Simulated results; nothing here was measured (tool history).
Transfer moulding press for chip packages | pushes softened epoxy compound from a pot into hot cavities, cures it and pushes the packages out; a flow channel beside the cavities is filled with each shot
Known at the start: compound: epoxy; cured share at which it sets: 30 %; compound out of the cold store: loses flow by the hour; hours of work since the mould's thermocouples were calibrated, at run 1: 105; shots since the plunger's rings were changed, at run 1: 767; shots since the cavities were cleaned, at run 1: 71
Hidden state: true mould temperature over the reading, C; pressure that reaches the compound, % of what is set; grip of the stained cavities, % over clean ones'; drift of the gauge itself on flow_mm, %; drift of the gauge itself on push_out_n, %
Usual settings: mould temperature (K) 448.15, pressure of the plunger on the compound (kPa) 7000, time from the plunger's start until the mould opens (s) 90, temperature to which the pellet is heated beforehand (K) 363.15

run	hour	mould temperature (K)	pressure of the plunger on the compound (kPa)	time from the plunger's start until the mould opens (s)	temperature to which the pellet is heated beforehand (K)	hours of work since the mould's thermocouples were calibrated	shots since the plunger's rings were changed	shots since the cavities were cleaned	incoming compound's hours out of the cold store	length that the compound runs in the flow channel (mm)	greatest force on the pins that push the packages out (N)
1	0.0	448.15	7000	90	363.15	105	767	71	17.6	550	587
2	45.3	448.15	7000	90	363.15	141	1502	806	40.2	483	722
# hour 57.0: cavities cleaned with cleaning compound and waxed
3	98.2	448.15	7000	90	363.15	182	2336	669	18.3	533	738
# hour 116.8: cavities cleaned with cleaning compound and waxed
4	128.2	448.15	7000	90	363.15	205	2800	186	32.9	494	610
# hour 177.5: plunger's sealing rings changed
# hour 179.0: cavities cleaned with cleaning compound and waxed
5	186.5	448.15	7000	90	363.15	248	120	120	19.2	551	614
6	235.8	448.15	7000	90	363.15	287	921	921	38.3	493	751
# hour 242.9: cavities cleaned with cleaning compound and waxed
7	296.1	448.15	7000	90	363.15	334	1876	864	42.9	477	752
# hour 302.5: cavities cleaned with cleaning compound and waxed
8	331.7	448.15	7000	90	363.15	361	2430	475	23.6	520	702
# hour 337.4: mould's thermocouples calibrated
# hour 367.3: cavities cleaned with cleaning compound and waxed
9	367.8	448.15	7000	90	363.15	23	2958	7	13.4	535	545
# hour 406.8: plunger's sealing rings changed
10	421.9	448.15	5200	90	363.15	64	245	845	33.9	434	708
# hour 431.9: cavities cleaned with cleaning compound and waxed
11	460.1	448.15	7000	81	363.15	93	843	460	18.4	543	835
# hour 493.7: cavities cleaned with cleaning compound and waxed
12	503.3	448.15	7000	81	363.15	126	1520	157	8.1	566	760
13	532.3	448.15	7030	90	363.15	149	1991	628	11.1	548	740
# hour 554.5: cavities cleaned with cleaning compound and waxed
14	565.2	448.15	7030	90	363.15	174	2501	175	45.4	469	585
15	599.9	451.15	7000	90	367.15	202	3063	737	33.0	480	648
# hour 617.0: cavities cleaned with cleaning compound and waxed
# hour 635.6: plunger's sealing rings changed
# hour 657.0: mould's thermocouples calibrated, once more
16	661.5	451.15	6740	90	363.15	4	388	650	46.0	464	659
# hour 683.3: cavities cleaned with cleaning compound and waxed
17	700.8	451.15	6740	90	363.15	34	1001	284	26.2	503	578
# hour 745.1: cavities cleaned with cleaning compound and waxed
18	752.4	448.15	5840	97	362.15	73	1815	119	18.2	483	526
19	788.0	448.15	7000	90	356.15	102	2393	697	11.2	552	778
# hour 805.7: cavities cleaned with cleaning compound and waxed
20	846.6	447.15	7090	71	361.15	147	3320	665	43.5	464	1160
# hour 861.0: plunger's sealing rings changed
# hour 870.3: cavities cleaned with cleaning compound and waxed
21	908.8	448.15	7250	90	359.15	193	752	625	38.6	501	681
# hour 932.3: cavities cleaned with cleaning compound and waxed
22	942.6	448.15	7250	73	366.15	219	1276	167	46.1	482	823
# hour 996.1: cavities cleaned with cleaning compound and waxed
23	996.9	448.15	6960	90	363.15	261	2133	13	38.1	483	521
# hour 1055.4: cavities cleaned with cleaning compound and waxed
24	1055.4	448.15	6960	92	363.15	306	3059	0	25.2	505	523
# hour 1086.3: plunger's sealing rings changed
25	1092.3	443.15	5640	92	363.15	333	98	559	38.4	458	903
# hour 1119.8: cavities cleaned with cleaning compound and waxed
26	1149.6	443.15	5640	92	363.15	377	1003	483	41.0	451	875
# hour 1181.1: cavities cleaned with cleaning compound and waxed
27	1187.2	445.15	8350	71	370.15	406	1590	100	9.6	625	1245

How the hidden state differs across the entries between the runs, from the last listed run before each to the first after it:
Between runs 2 and 3: cavities cleaned with cleaning compound and waxed (hour 57.0)
  true mould temperature over the reading, C: 0.4 -> 0.44; pressure that reaches the compound, % of what is set: 95.99 -> 93.8; grip of the stained cavities, % over clean ones': 42.8 -> 39.4
  measured less the result without the state, length that the compound runs in the flow channel (mm): -11 -> -19; greatest force on the pins that push the packages out (N): +205 -> +194
Between runs 3 and 4: cavities cleaned with cleaning compound and waxed (hour 116.8)
  true mould temperature over the reading, C: 0.44 -> 0.47; pressure that reaches the compound, % of what is set: 93.8 -> 92.31; grip of the stained cavities, % over clean ones': 39.4 -> 14.8
  measured less the result without the state, length that the compound runs in the flow channel (mm): -19 -> -22; greatest force on the pins that push the packages out (N): +194 -> +64
Between runs 4 and 5: plunger's sealing rings changed (hour 177.5); cavities cleaned with cleaning compound and waxed (hour 179.0)
  true mould temperature over the reading, C: 0.47 -> 0.51; pressure that reaches the compound, % of what is set: 92.31 -> 99.4; grip of the stained cavities, % over clean ones': 14.8 -> 10.5
  measured less the result without the state, length that the compound runs in the flow channel (mm): -22 -> -3; greatest force on the pins that push the packages out (N): +64 -> +42
Between runs 6 and 7: cavities cleaned with cleaning compound and waxed (hour 242.9)
  true mould temperature over the reading, C: 0.55 -> 0.6; pressure that reaches the compound, % of what is set: 96.93 -> 94.17; grip of the stained cavities, % over clean ones': 44.4 -> 44.9
  measured less the result without the state, length that the compound runs in the flow channel (mm): -10 -> -16; greatest force on the pins that push the packages out (N): +214 -> +217
Between runs 7 and 8: cavities cleaned with cleaning compound and waxed (hour 302.5)
  true mould temperature over the reading, C: 0.6 -> 0.63; pressure that reaches the compound, % of what is set: 94.17 -> 92.48; grip of the stained cavities, % over clean ones': 44.9 -> 31
  measured less the result without the state, length that the compound runs in the flow channel (mm): -16 -> -23; greatest force on the pins that push the packages out (N): +217 -> +145
Between runs 8 and 9: mould's thermocouples calibrated (hour 337.4); cavities cleaned with cleaning compound and waxed (hour 367.3)
  true mould temperature over the reading, C: 0.63 -> 0.82; pressure that reaches the compound, % of what is set: 92.48 -> 91.02; grip of the stained cavities, % over clean ones': 31 -> 1
  measured less the result without the state, length that the compound runs in the flow channel (mm): -23 -> -28; greatest force on the pins that push the packages out (N): +145 -> -22
Between runs 9 and 10: plunger's sealing rings changed (hour 406.8)
  true mould temperature over the reading, C: 0.82 -> 0.86; pressure that reaches the compound, % of what is set: 91.02 -> 98.81; grip of the stained cavities, % over clean ones': 1 -> 42.6
  measured less the result without the state, length that the compound runs in the flow channel (mm): -28 -> -5; greatest force on the pins that push the packages out (N): -22 -> +189
Between runs 10 and 11: cavities cleaned with cleaning compound and waxed (hour 431.9)
  true mould temperature over the reading, C: 0.86 -> 0.89; pressure that reaches the compound, % of what is set: 98.81 -> 97.11; grip of the stained cavities, % over clean ones': 42.6 -> 30.8
  measured less the result without the state, length that the compound runs in the flow channel (mm): -5 -> -12; greatest force on the pins that push the packages out (N): +189 -> +153
Between runs 11 and 12: cavities cleaned with cleaning compound and waxed (hour 493.7)
  true mould temperature over the reading, C: 0.89 -> 0.93; pressure that reaches the compound, % of what is set: 97.11 -> 95.38; grip of the stained cavities, % over clean ones': 30.8 -> 15.8
  measured less the result without the state, length that the compound runs in the flow channel (mm): -12 -> -17; greatest force on the pins that push the packages out (N): +153 -> +55
Between runs 13 and 14: cavities cleaned with cleaning compound and waxed (hour 554.5)
  true mould temperature over the reading, C: 0.95 -> 0.98; pressure that reaches the compound, % of what is set: 93.89 -> 92.4; grip of the stained cavities, % over clean ones': 39.1 -> 16.7
  measured less the result without the state, length that the compound runs in the flow channel (mm): -21 -> -21; greatest force on the pins that push the packages out (N): +176 -> +60
Between runs 15 and 16: cavities cleaned with cleaning compound and waxed (hour 617.0); plunger's sealing rings changed (hour 635.6); mould's thermocouples calibrated, once more (hour 657.0)
  true mould temperature over the reading, C: 1 -> 0.41; pressure that reaches the compound, % of what is set: 90.76 -> 98.42; grip of the stained cavities, % over clean ones': 41.6 -> 38.4
  measured less the result without the state, length that the compound runs in the flow channel (mm): -27 -> -5; greatest force on the pins that push the packages out (N): +177 -> +177
Between runs 16 and 17: cavities cleaned with cleaning compound and waxed (hour 683.3)
  true mould temperature over the reading, C: 0.41 -> 0.44; pressure that reaches the compound, % of what is set: 98.42 -> 96.56; grip of the stained cavities, % over clean ones': 38.4 -> 23
  measured less the result without the state, length that the compound runs in the flow channel (mm): -5 -> -10; greatest force on the pins that push the packages out (N): +177 -> +102
Between runs 17 and 18: cavities cleaned with cleaning compound and waxed (hour 745.1)
  true mould temperature over the reading, C: 0.44 -> 0.48; pressure that reaches the compound, % of what is set: 96.56 -> 94.28; grip of the stained cavities, % over clean ones': 23 -> 11.2
  measured less the result without the state, length that the compound runs in the flow channel (mm): -10 -> -16; greatest force on the pins that push the packages out (N): +102 -> +43
Between runs 19 and 20: cavities cleaned with cleaning compound and waxed (hour 805.7)
  true mould temperature over the reading, C: 0.51 -> 0.55; pressure that reaches the compound, % of what is set: 92.59 -> 90.06; grip of the stained cavities, % over clean ones': 39.2 -> 40.3
  measured less the result without the state, length that the compound runs in the flow channel (mm): -24 -> -27; greatest force on the pins that push the packages out (N): +202 -> +298
Between runs 20 and 21: plunger's sealing rings changed (hour 861.0); cavities cleaned with cleaning compound and waxed (hour 870.3)
  true mould temperature over the reading, C: 0.55 -> 0.6; pressure that reaches the compound, % of what is set: 90.06 -> 97.44; grip of the stained cavities, % over clean ones': 40.3 -> 36.4
  measured less the result without the state, length that the compound runs in the flow channel (mm): -27 -> -9; greatest force on the pins that push the packages out (N): +298 -> +166
Between runs 21 and 22: cavities cleaned with cleaning compound and waxed (hour 932.3)
  true mould temperature over the reading, C: 0.6 -> 0.63; pressure that reaches the compound, % of what is set: 97.44 -> 95.85; grip of the stained cavities, % over clean ones': 36.4 -> 13.9
  measured less the result without the state, length that the compound runs in the flow channel (mm): -9 -> -12; greatest force on the pins that push the packages out (N): +166 -> +66
Between runs 22 and 23: cavities cleaned with cleaning compound and waxed (hour 996.1)
  true mould temperature over the reading, C: 0.63 -> 0.67; pressure that reaches the compound, % of what is set: 95.85 -> 93.22; grip of the stained cavities, % over clean ones': 13.9 -> 2.2
  measured less the result without the state, length that the compound runs in the flow channel (mm): -12 -> -20; greatest force on the pins that push the packages out (N): +66 -> -6
Between runs 23 and 24: cavities cleaned with cleaning compound and waxed (hour 1055.4)
  true mould temperature over the reading, C: 0.67 -> 0.72; pressure that reaches the compound, % of what is set: 93.22 -> 90.61; grip of the stained cavities, % over clean ones': 2.2 -> 3.3
  measured less the result without the state, length that the compound runs in the flow channel (mm): -20 -> -28; greatest force on the pins that push the packages out (N): -6 -> -3
Between runs 24 and 25: plunger's sealing rings changed (hour 1086.3)
  true mould temperature over the reading, C: 0.72 -> 0.75; pressure that reaches the compound, % of what is set: 90.61 -> 99.46; grip of the stained cavities, % over clean ones': 3.3 -> 35.3
  measured less the result without the state, length that the compound runs in the flow channel (mm): -28 -> -4; greatest force on the pins that push the packages out (N): -3 -> +197
Between runs 25 and 26: cavities cleaned with cleaning compound and waxed (hour 1119.8)
  true mould temperature over the reading, C: 0.75 -> 0.79; pressure that reaches the compound, % of what is set: 99.46 -> 96.69; grip of the stained cavities, % over clean ones': 35.3 -> 31
  measured less the result without the state, length that the compound runs in the flow channel (mm): -4 -> -10; greatest force on the pins that push the packages out (N): +197 -> +165
Between runs 26 and 27: cavities cleaned with cleaning compound and waxed (hour 1181.1)
  true mould temperature over the reading, C: 0.79 -> 0.82; pressure that reaches the compound, % of what is set: 96.69 -> 95.06; grip of the stained cavities, % over clean ones': 31 -> 9.1
  measured less the result without the state, length that the compound runs in the flow channel (mm): -10 -> -19; greatest force on the pins that push the packages out (N): +165 -> +32
